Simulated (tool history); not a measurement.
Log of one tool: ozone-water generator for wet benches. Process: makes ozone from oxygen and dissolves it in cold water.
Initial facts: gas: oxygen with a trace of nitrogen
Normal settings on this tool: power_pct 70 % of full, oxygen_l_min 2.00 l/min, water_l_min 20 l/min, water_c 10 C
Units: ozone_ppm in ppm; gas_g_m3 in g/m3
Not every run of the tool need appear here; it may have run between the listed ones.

Run 1, hour 0.0: usual settings. Result: ozone_ppm 16.0 ppm, gas_g_m3 264.2 g/m3.
Run 2, hour 31.9: usual settings. Result: ozone_ppm 15.4 ppm, gas_g_m3 263.9 g/m3.
Run 3, hour 72.1: usual settings but power_pct 96 % of full. Result: ozone_ppm 19.3 ppm, gas_g_m3 322.9 g/m3.
Run 4, hour 116.7: usual settings but power_pct 96 % of full. Result: ozone_ppm 19.4 ppm, gas_g_m3 322.7 g/m3.
Run 5, hour 144.0: usual settings but power_pct 96 % of full. Result: ozone_ppm 19.4 ppm, gas_g_m3 324.8 g/m3.
Run 6, hour 192.2: usual settings but power_pct 96 % of full, water_l_min 21 l/min. Result: ozone_ppm 18.2 ppm, gas_g_m3 323.4 g/m3.
Run 7, hour 212.5: usual settings but power_pct 60 % of full, oxygen_l_min 1.53 l/min, water_l_min 31 l/min, water_c 8 C. Result: ozone_ppm 8.0 ppm, gas_g_m3 266.8 g/m3.
Run 8, hour 252.5: usual settings but power_pct 60 % of full, oxygen_l_min 1.53 l/min, water_l_min 31 l/min, water_c 8 C. Result: ozone_ppm 8.0 ppm, gas_g_m3 266.6 g/m3.
Run 9, hour 282.0: usual settings but power_pct 60 % of full, oxygen_l_min 1.53 l/min, water_l_min 31 l/min, water_c 8 C. Result: ozone_ppm 8.2 ppm, gas_g_m3 268.7 g/m3.
Run 10, hour 311.5: usual settings but power_pct 60 % of full, oxygen_l_min 1.53 l/min, water_l_min 31 l/min, water_c 8 C. Result: ozone_ppm 8.2 ppm, gas_g_m3 266.9 g/m3.
Run 11, hour 343.9: usual settings but power_pct 60 % of full, oxygen_l_min 3.47 l/min, water_l_min 31 l/min, water_c 9 C. Result: ozone_ppm 11.7 ppm, gas_g_m3 188.5 g/m3.
Run 12, hour 364.6: usual settings but power_pct 60 % of full, oxygen_l_min 3.47 l/min, water_l_min 31 l/min, water_c 9 C. Result: ozone_ppm 11.4 ppm, gas_g_m3 191.3 g/m3.

Consider 3 possible next runs. They are alternatives, not a sequence: every one starts from the tool as it was left by run 12. What does each give?
Run A, hour 398.8: usual settings but power_pct 60 % of full, oxygen_l_min 1.32 l/min, water_l_min 29 l/min, water_c 9 C. Result: ozone_ppm ?, gas_g_m3 ?.
Run B, hour 398.8: usual settings but oxygen_l_min 1.49 l/min. Result: ozone_ppm ?, gas_g_m3 ?.
Run C, hour 398.8: usual settings but power_pct 85 % of full, oxygen_l_min 1.75 l/min. Result: ozone_ppm ?, gas_g_m3 ?.

run  ozone_ppm  gas_g_m3
  A        8.2     286.1
  B       13.9     298.2
  C       16.9     318.7
Without the tool's unlogged condition, the same runs would have read:
run  ozone_ppm  gas_g_m3
  A        8.2     286.2
  B       13.9     298.3
  C       16.9     318.8
